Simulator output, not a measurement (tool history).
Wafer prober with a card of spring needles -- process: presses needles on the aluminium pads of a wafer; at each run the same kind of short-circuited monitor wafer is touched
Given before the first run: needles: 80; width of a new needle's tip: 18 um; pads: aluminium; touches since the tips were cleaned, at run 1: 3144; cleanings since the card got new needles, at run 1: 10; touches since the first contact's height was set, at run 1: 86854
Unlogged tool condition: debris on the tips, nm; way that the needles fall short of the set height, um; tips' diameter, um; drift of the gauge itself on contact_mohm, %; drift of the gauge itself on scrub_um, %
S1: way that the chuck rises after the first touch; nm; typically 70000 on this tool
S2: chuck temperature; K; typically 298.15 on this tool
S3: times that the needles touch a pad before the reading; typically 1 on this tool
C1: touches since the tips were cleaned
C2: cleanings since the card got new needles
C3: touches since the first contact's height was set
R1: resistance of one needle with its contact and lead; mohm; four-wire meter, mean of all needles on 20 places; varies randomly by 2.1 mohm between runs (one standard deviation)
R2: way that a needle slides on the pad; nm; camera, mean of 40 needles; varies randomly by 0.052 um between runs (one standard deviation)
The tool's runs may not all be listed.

{"run": 1, "hour": 0.0, "S1": 70000, "S2": 298.15, "S3": 1, "C1": 3144, "C2": 10, "C3": 86854, "R1": 237, "R2": 16420}
{"hour": 6.6, "done": "tips cleaned on abrasive film"}
{"run": 2, "hour": 14.2, "S1": 84000, "S2": 298.15, "S3": 1, "C1": 4839, "C2": 11, "C3": 95817, "R1": 232, "R2": 19560}
{"hour": 18.9, "done": "tips cleaned on abrasive film"}
{"hour": 25.5, "done": "height of the first contact set anew"}
{"hour": 30.3, "done": "tips cleaned on abrasive film"}
{"run": 3, "hour": 35.6, "S1": 70000, "S2": 331.15, "S3": 1, "C1": 3339, "C2": 13, "C3": 6334, "R1": 248, "R2": 16450}
{"hour": 41.9, "done": "tips cleaned on abrasive film"}
{"hour": 53.7, "done": "tips cleaned on abrasive film"}
{"hour": 65.2, "done": "tips cleaned on abrasive film"}
{"run": 4, "hour": 65.7, "S1": 70000, "S2": 298.15, "S3": 2, "C1": 339, "C2": 16, "C3": 25231, "R1": 234, "R2": 16540}
{"hour": 77.9, "done": "tips cleaned on abrasive film"}
{"hour": 90.7, "done": "tips cleaned on abrasive film"}
{"run": 5, "hour": 97.0, "S1": 70000, "S2": 298.15, "S3": 2, "C1": 4026, "C2": 18, "C3": 44954, "R1": 236, "R2": 16380}
{"hour": 103.4, "done": "tips cleaned on abrasive film"}
{"run": 6, "hour": 112.2, "S1": 70000, "S2": 298.15, "S3": 2, "C1": 5582, "C2": 19, "C3": 54504, "R1": 241, "R2": 16440}
{"hour": 114.9, "done": "tips cleaned on abrasive film"}
{"hour": 128.3, "done": "tips cleaned on abrasive film"}
{"run": 7, "hour": 135.7, "S1": 70000, "S2": 298.15, "S3": 1, "C1": 4703, "C2": 21, "C3": 69263, "R1": 237, "R2": 16440}
{"hour": 139.8, "done": "tips cleaned on abrasive film"}
{"hour": 151.5, "done": "tips cleaned on abrasive film"}
{"hour": 164.1, "done": "tips cleaned on abrasive film"}
{"run": 8, "hour": 166.1, "S1": 70000, "S2": 298.15, "S3": 1, "C1": 1315, "C2": 24, "C3": 88371, "R1": 235, "R2": 16360}
{"hour": 176.2, "done": "tips cleaned on abrasive film"}
{"hour": 188.6, "done": "tips cleaned on abrasive film"}
{"hour": 188.9, "done": "height of the first contact set anew"}
{"run": 9, "hour": 195.9, "S1": 70000, "S2": 298.15, "S3": 1, "C1": 4431, "C2": 26, "C3": 4431, "R1": 235, "R2": 16490}
{"hour": 200.1, "done": "tips cleaned on abrasive film"}
{"hour": 213.4, "done": "tips cleaned on abrasive film"}
{"hour": 224.6, "done": "tips cleaned on abrasive film"}
{"run": 10, "hour": 224.6, "S1": 63000, "S2": 298.15, "S3": 1, "C1": 0, "C2": 29, "C3": 22447, "R1": 239, "R2": 14800}
{"hour": 235.9, "done": "tips cleaned on abrasive film"}
{"hour": 248.2, "done": "tips cleaned on abrasive film"}
{"run": 11, "hour": 249.6, "S1": 63000, "S2": 298.15, "S3": 1, "C1": 867, "C2": 31, "C3": 38176, "R1": 242, "R2": 14750}
{"hour": 259.5, "done": "tips cleaned on abrasive film"}
{"run": 12, "hour": 264.4, "S1": 63000, "S2": 298.15, "S3": 1, "C1": 3099, "C2": 32, "C3": 47488, "R1": 238, "R2": 14740}
{"hour": 270.6, "done": "tips cleaned on abrasive film"}
{"hour": 284.0, "done": "tips cleaned on abrasive film"}
{"run": 13, "hour": 288.6, "S1": 63000, "S2": 298.15, "S3": 1, "C1": 2902, "C2": 34, "C3": 62677, "R1": 239, "R2": 14830}
{"hour": 295.1, "done": "tips cleaned on abrasive film"}
{"hour": 306.3, "done": "tips cleaned on abrasive film"}
{"run": 14, "hour": 306.5, "S1": 70000, "S2": 298.15, "S3": 1, "C1": 133, "C2": 36, "C3": 73917, "R1": 235, "R2": 16430}
{"hour": 317.3, "done": "tips cleaned on abrasive film"}
{"run": 15, "hour": 325.7, "S1": 70000, "S2": 298.15, "S3": 1, "C1": 5298, "C2": 37, "C3": 86030, "R1": 233, "R2": 16400}
{"hour": 329.6, "done": "tips cleaned on abrasive film"}
{"hour": 343.3, "done": "tips cleaned on abrasive film"}
{"hour": 352.8, "done": "height of the first contact set anew"}
{"hour": 355.2, "done": "tips cleaned on abrasive film"}
{"run": 16, "hour": 356.2, "S1": 70000, "S2": 310.15, "S3": 1, "C1": 672, "C2": 40, "C3": 2140, "R1": 241, "R2": 16430}
{"hour": 367.6, "done": "tips cleaned on abrasive film"}
{"hour": 381.2, "done": "tips cleaned on abrasive film"}
{"run": 17, "hour": 386.1, "S1": 69000, "S2": 310.15, "S3": 1, "C1": 3059, "C2": 42, "C3": 20919, "R1": 239, "R2": 16180}
{"hour": 393.9, "done": "tips cleaned on abrasive film"}
{"hour": 405.9, "done": "tips cleaned on abrasive film"}
{"run": 18, "hour": 409.2, "S1": 54000, "S2": 310.15, "S3": 3, "C1": 2107, "C2": 44, "C3": 35443, "R1": 248, "R2": 12610}
{"hour": 419.2, "done": "tips cleaned on abrasive film"}
{"run": 19, "hour": 425.1, "S1": 79000, "S2": 310.15, "S3": 3, "C1": 3728, "C2": 45, "C3": 45452, "R1": 239, "R2": 18520}
{"hour": 431.7, "done": "tips cleaned on abrasive film"}
{"hour": 444.2, "done": "tips cleaned on abrasive film"}
{"run": 20, "hour": 448.7, "S1": 54000, "S2": 298.15, "S3": 1, "C1": 2847, "C2": 47, "C3": 60279, "R1": 246, "R2": 12670}
{"hour": 456.1, "done": "tips cleaned on abrasive film"}
{"run": 21, "hour": 466.7, "S1": 54000, "S2": 298.15, "S3": 1, "C1": 6750, "C2": 48, "C3": 71682, "R1": 245, "R2": 12570}
{"hour": 468.9, "done": "tips cleaned on abrasive film"}
{"hour": 480.8, "done": "tips cleaned on abrasive film"}
{"run": 22, "hour": 483.3, "S1": 59000, "S2": 318.15, "S3": 3, "C1": 1568, "C2": 50, "C3": 82059, "R1": 246, "R2": 13760}
{"hour": 492.4, "done": "tips cleaned on abrasive film"}
{"run": 23, "hour": 496.8, "S1": 86000, "S2": 298.15, "S3": 3, "C1": 2788, "C2": 51, "C3": 90563, "R1": 231, "R2": 20120}
{"hour": 503.7, "done": "tips cleaned on abrasive film"}
{"run": 24, "hour": 511.8, "S1": 86000, "S2": 319.15, "S3": 3, "C1": 5108, "C2": 52, "C3": 99959, "R1": 241, "R2": 20230}
{"hour": 515.2, "done": "tips cleaned on abrasive film"}
{"hour": 515.5, "done": "height of the first contact set anew"}
{"hour": 526.8, "done": "tips cleaned on abrasive film"}
{"run": 25, "hour": 529.3, "S1": 86000, "S2": 319.15, "S3": 3, "C1": 1564, "C2": 54, "C3": 8683, "R1": 239, "R2": 20200}
{"hour": 538.4, "done": "tips cleaned on abrasive film"}
{"hour": 550.1, "done": "tips cleaned on abrasive film"}
{"run": 26, "hour": 553.5, "S1": 74000, "S2": 325.15, "S3": 3, "C1": 2197, "C2": 56, "C3": 23942, "R1": 242, "R2": 17460}
{"hour": 561.6, "done": "tips cleaned on abrasive film"}
{"run": 27, "hour": 569.5, "S1": 74000, "S2": 325.15, "S3": 3, "C1": 5055, "C2": 57, "C3": 34030, "R1": 247, "R2": 17340}
{"hour": 572.8, "done": "tips cleaned on abrasive film"}
{"hour": 584.6, "done": "tips cleaned on abrasive film"}
{"run": 28, "hour": 594.7, "S1": 64000, "S2": 393.15, "S3": 3, "C1": 6372, "C2": 59, "C3": 49831, "R1": 265, "R2": 15000}
{"hour": 596.3, "done": "tips cleaned on abrasive film"}
{"hour": 609.6, "done": "tips cleaned on abrasive film"}
{"hour": 621.8, "done": "tips cleaned on abrasive film"}
{"run": 29, "hour": 622.8, "S1": 83000, "S2": 356.15, "S3": 1, "C1": 639, "C2": 62, "C3": 67449, "R1": 251, "R2": 19360}
{"hour": 633.6, "done": "tips cleaned on abrasive film"}
{"hour": 644.9, "done": "tips cleaned on abrasive film"}
{"run": 30, "hour": 646.3, "S1": 53000, "S2": 356.15, "S3": 1, "C1": 888, "C2": 64, "C3": 82210, "R1": 261, "R2": 12400}
{"hour": 657.0, "done": "tips cleaned on abrasive film"}
{"hour": 669.3, "done": "tips cleaned on abrasive film"}
{"run": 31, "hour": 675.0, "S1": 64000, "S2": 322.15, "S3": 1, "C1": 3638, "C2": 66, "C3": 100319, "R1": 250, "R2": 14920}

What differs in the tool's unlogged condition from the final listed run ahead of each entry between runs to the first listed run following it?
In the gap between runs 1 and 2: tips cleaned on abrasive film (hour 6.6)
  debris on the tips, nm: 0.1 -> 0.2
In the gap between runs 2 and 3: tips cleaned on abrasive film (hour 18.9); height of the first contact set anew (hour 25.5); tips cleaned on abrasive film (hour 30.3)
  debris on the tips, nm: 0.2 -> 0.1
In the gap between runs 3 and 4: tips cleaned on abrasive film (hour 41.9); tips cleaned on abrasive film (hour 53.7); tips cleaned on abrasive film (hour 65.2)
  debris on the tips, nm: 0.1 -> 0
In the gap between runs 4 and 5: tips cleaned on abrasive film (hour 77.9); tips cleaned on abrasive film (hour 90.7)
  debris on the tips, nm: 0 -> 0.1
In the gap between runs 5 and 6: tips cleaned on abrasive film (hour 103.4)
  debris on the tips, nm: 0.1 -> 0.2
In the gap between runs 6 and 7: tips cleaned on abrasive film (hour 114.9); tips cleaned on abrasive film (hour 128.3)
  both runs share identical hidden conditions
In the gap between runs 7 and 8: tips cleaned on abrasive film (hour 139.8); tips cleaned on abrasive film (hour 151.5); tips cleaned on abrasive film (hour 164.1)
  debris on the tips, nm: 0.2 -> 0.1
In the gap between runs 8 and 9: tips cleaned on abrasive film (hour 176.2); tips cleaned on abrasive film (hour 188.6); height of the first contact set anew (hour 188.9)
  both runs share identical hidden conditions
In the gap between runs 9 and 10: tips cleaned on abrasive film (hour 200.1); tips cleaned on abrasive film (hour 213.4); tips cleaned on abrasive film (hour 224.6)
  debris on the tips, nm: 0.1 -> 0
In the gap between runs 10 and 11: tips cleaned on abrasive film (hour 235.9); tips cleaned on abrasive film (hour 248.2)
  debris on the tips, nm: 0 -> 0.1
In the gap between runs 11 and 12: tips cleaned on abrasive film (hour 259.5)
  both runs share identical hidden conditions
In the gap between runs 12 and 13: tips cleaned on abrasive film (hour 270.6); tips cleaned on abrasive film (hour 284.0)
  both runs share identical hidden conditions
In the gap between runs 13 and 14: tips cleaned on abrasive film (hour 295.1); tips cleaned on abrasive film (hour 306.3)
  debris on the tips, nm: 0.1 -> 0
In the gap between runs 14 and 15: tips cleaned on abrasive film (hour 317.3)
  debris on the tips, nm: 0 -> 0.2
In the gap between runs 15 and 16: tips cleaned on abrasive film (hour 329.6); tips cleaned on abrasive film (hour 343.3); height of the first contact set anew (hour 352.8); tips cleaned on abrasive film (hour 355.2)
  debris on the tips, nm: 0.2 -> 0
In the gap between runs 16 and 17: tips cleaned on abrasive film (hour 367.6); tips cleaned on abrasive film (hour 381.2)
  debris on the tips, nm: 0 -> 0.1
In the gap between runs 17 and 18: tips cleaned on abrasive film (hour 393.9); tips cleaned on abrasive film (hour 405.9)
  both runs share identical hidden conditions
In the gap between runs 18 and 19: tips cleaned on abrasive film (hour 419.2)
  both runs share identical hidden conditions
In the gap between runs 19 and 20: tips cleaned on abrasive film (hour 431.7); tips cleaned on abrasive film (hour 444.2)
  both runs share identical hidden conditions
In the gap between runs 20 and 21: tips cleaned on abrasive film (hour 456.1)
  debris on the tips, nm: 0.1 -> 0.2
In the gap between runs 21 and 22: tips cleaned on abrasive film (hour 468.9); tips cleaned on abrasive film (hour 480.8)
  debris on the tips, nm: 0.2 -> 0.1
In the gap between runs 22 and 23: tips cleaned on abrasive film (hour 492.4)
  both runs share identical hidden conditions
In the gap between runs 23 and 24: tips cleaned on abrasive film (hour 503.7)
  debris on the tips, nm: 0.1 -> 0.2
In the gap between runs 24 and 25: tips cleaned on abrasive film (hour 515.2); height of the first contact set anew (hour 515.5); tips cleaned on abrasive film (hour 526.8)
  debris on the tips, nm: 0.2 -> 0.1
In the gap between runs 25 and 26: tips cleaned on abrasive film (hour 538.4); tips cleaned on abrasive film (hour 550.1)
  both runs share identical hidden conditions
In the gap between runs 26 and 27: tips cleaned on abrasive film (hour 561.6)
  both runs share identical hidden conditions
In the gap between runs 27 and 28: tips cleaned on abrasive film (hour 572.8); tips cleaned on abrasive film (hour 584.6)
  debris on the tips, nm: 0.1 -> 0.2
In the gap between runs 28 and 29: tips cleaned on abrasive film (hour 596.3); tips cleaned on abrasive film (hour 609.6); tips cleaned on abrasive film (hour 621.8)
  debris on the tips, nm: 0.2 -> 0
In the gap between runs 29 and 30: tips cleaned on abrasive film (hour 633.6); tips cleaned on abrasive film (hour 644.9)
  debris on the tips, nm: 0 -> 0.1
In the gap between runs 30 and 31: tips cleaned on abrasive film (hour 657.0); tips cleaned on abrasive film (hour 669.3)
  both runs share identical hidden conditions
